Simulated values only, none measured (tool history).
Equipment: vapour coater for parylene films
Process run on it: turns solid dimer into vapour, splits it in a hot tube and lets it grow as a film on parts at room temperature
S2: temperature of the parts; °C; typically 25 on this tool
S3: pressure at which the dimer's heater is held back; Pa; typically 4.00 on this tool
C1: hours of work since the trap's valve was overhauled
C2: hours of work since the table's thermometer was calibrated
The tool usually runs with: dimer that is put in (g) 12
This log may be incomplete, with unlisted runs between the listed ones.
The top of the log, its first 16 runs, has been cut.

Run 17, hour 307.5: usual settings but S3 4.24 Pa; C1 46; C2 361. Result: thickness of the film (nm) 10210.
Run 18, hour 322.1: usual settings but S3 4.24 Pa; C1 56; C2 372. Result: thickness of the film (nm) 10290.
Run 19, hour 342.1: usual settings but S3 7.04 Pa; C1 70; C2 386. Result: thickness of the film (nm) 9540.
Run 20, hour 359.8: usual settings but S3 7.04 Pa; C1 83; C2 398. Result: thickness of the film (nm) 9260.
Run 21, hour 383.5: usual settings but S3 7.04 Pa; C1 100; C2 415. Result: thickness of the film (nm) 9580.
Run 22, hour 404.3: usual settings but S3 7.04 Pa; C1 114; C2 430. Result: thickness of the film (nm) 9320.
Run 23, hour 416.3: usual settings but dimer that is put in (g) 17, S2 31 °C, S3 3.71 Pa; C1 123; C2 438. Result: thickness of the film (nm) 11630.
Run 24, hour 431.2: usual settings but dimer that is put in (g) 7, S2 21 °C, S3 4.55 Pa; C1 133; C2 449. Result: thickness of the film (nm) 6690.
Run 25, hour 450.5: usual settings but dimer that is put in (g) 8, S2 24 °C; C1 147; C2 463. Result: thickness of the film (nm) 7010.
Run 26, hour 465.6: usual settings but S2 24 °C, S3 5.43 Pa; C1 158; C2 473. Result: thickness of the film (nm) 9880.

Predict the results of run 27:
At hour 467.7: table's thermometer calibrated.
Run 27, hour 487.0: usual settings but dimer that is put in (g) 11, S2 19 °C; C1 172; C2 14. Result: thickness of the film (nm) ?.

Logged for run 27: thickness of the film (nm) 11500.
On a tool with no hidden condition, and with the same random variation, this run would have come out at thickness of the film (nm) 12170.

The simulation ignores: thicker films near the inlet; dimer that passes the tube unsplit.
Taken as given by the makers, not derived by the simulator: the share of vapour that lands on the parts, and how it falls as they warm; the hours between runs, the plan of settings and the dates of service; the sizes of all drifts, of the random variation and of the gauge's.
